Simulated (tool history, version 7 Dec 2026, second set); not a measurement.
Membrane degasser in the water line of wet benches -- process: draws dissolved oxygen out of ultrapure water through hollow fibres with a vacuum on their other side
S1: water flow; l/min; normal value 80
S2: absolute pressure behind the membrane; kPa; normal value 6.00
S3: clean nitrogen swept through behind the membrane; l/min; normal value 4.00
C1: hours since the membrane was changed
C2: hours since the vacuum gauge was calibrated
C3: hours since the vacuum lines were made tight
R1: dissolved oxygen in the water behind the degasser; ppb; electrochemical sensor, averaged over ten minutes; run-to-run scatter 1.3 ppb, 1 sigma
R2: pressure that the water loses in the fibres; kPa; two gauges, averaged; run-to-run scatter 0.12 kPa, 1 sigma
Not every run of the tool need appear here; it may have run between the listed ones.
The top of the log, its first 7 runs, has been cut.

-- day=31.338 seals of the vacuum lines changed
run 8 day=32.871 | S1=80 S2=6.00 S3=4.00 | C1=938 C2=3827 C3=37 | R1=136.5 R2=26.69
run 9 day=36.125 | S1=80 S2=6.00 S3=4.00 | C1=1017 C2=3905 C3=115 | R1=138.6 R2=26.57
-- day=40.512 vacuum gauge calibrated
run 10 day=41.429 | S1=119 S2=6.00 S3=4.00 | C1=1143 C2=22 C3=242 | R1=179.8 R2=39.30
run 11 day=47.825 | S1=119 S2=6.00 S3=4.00 | C1=1297 C2=176 C3=395 | R1=179.3 R2=39.59
run 12 day=52.771 | S1=80 S2=6.00 S3=4.00 | C1=1416 C2=294 C3=514 | R1=124.7 R2=26.72
run 13 day=56.408 | S1=80 S2=6.00 S3=4.00 | C1=1503 C2=382 C3=601 | R1=128.4 R2=26.58
run 14 day=59.775 | S1=80 S2=6.00 S3=4.00 | C1=1584 C2=462 C3=682 | R1=129.8 R2=26.68
run 15 day=65.758 | S1=80 S2=6.00 S3=4.00 | C1=1727 C2=606 C3=826 | R1=128.1 R2=26.61
run 16 day=71.154 | S1=80 S2=6.00 S3=4.00 | C1=1857 C2=735 C3=955 | R1=130.8 R2=26.62
run 17 day=74.796 | S1=86 S2=3.63 S3=4.00 | C1=1944 C2=823 C3=1043 | R1=27.0 R2=28.65
run 18 day=80.296 | S1=95 S2=6.00 S3=4.23 | C1=2076 C2=955 C3=1174 | R1=143.9 R2=31.76
run 19 day=83.838 | S1=118 S2=6.00 S3=4.00 | C1=2161 C2=1040 C3=1259 | R1=183.4 R2=39.24
run 20 day=89.821 | S1=119 S2=10.77 S3=4.06 | C1=2305 C2=1183 C3=1403 | R1=462.4 R2=39.69
run 21 day=96.721 | S1=119 S2=10.77 S3=4.06 | C1=2470 C2=1349 C3=1569 | R1=451.9 R2=40.01
run 22 day=99.675 | S1=84 S2=4.87 S3=11.75 | C1=2541 C2=1420 C3=1640 | R1=33.3 R2=27.97
run 23 day=103.888 | S1=84 S2=4.87 S3=11.75 | C1=2642 C2=1521 C3=1741 | R1=34.0 R2=28.17
run 24 day=109.096 | S1=91 S2=5.96 S3=11.15 | C1=2767 C2=1646 C3=1866 | R1=59.7 R2=30.53
run 25 day=114.292 | S1=94 S2=4.24 S3=3.97 | C1=2892 C2=1771 C3=1990 | R1=64.5 R2=31.20
run 26 day=119.108 | S1=94 S2=4.24 S3=3.97 | C1=3008 C2=1886 C3=2106 | R1=65.3 R2=31.45
run 27 day=124.171 | S1=61 S2=6.38 S3=3.78 | C1=3129 C2=2008 C3=2228 | R1=121.3 R2=20.36
run 28 day=129.008 | S1=120 S2=4.92 S3=4.43 | C1=3245 C2=2124 C3=2344 | R1=115.8 R2=40.17
run 29 day=135.233 | S1=120 S2=4.92 S3=4.43 | C1=3395 C2=2273 C3=2493 | R1=114.8 R2=40.25
run 30 day=140.758 | S1=55 S2=4.69 S3=4.43 | C1=3527 C2=2406 C3=2626 | R1=50.9 R2=18.62
run 31 day=144.967 | S1=65 S2=4.69 S3=2.54 | C1=3628 C2=2507 C3=2727 | R1=93.5 R2=21.57

Forecast each of these 3 alternatives for the next run:
run A day=151.842 | S1=80 S2=6.00 S3=3.07 | C1=3793 C2=2672 C3=2892 | R1=? R2=?
run B day=151.842 | S1=106 S2=6.00 S3=4.00 | C1=3793 C2=2672 C3=2892 | R1=? R2=?
run C day=151.842 | S1=65 S2=10.25 S3=6.04 | C1=3793 C2=2672 C3=2892 | R1=? R2=?

run=A R1=169.3 R2=27.01
run=B R1=172.5 R2=35.64
run=C R1=180.4 R2=21.99
With no hidden state in the tool, these same runs would have given:
run=A R1=156.7 R2=26.51
run=B R1=159.7 R2=34.97
run=C R1=174.0 R2=21.58
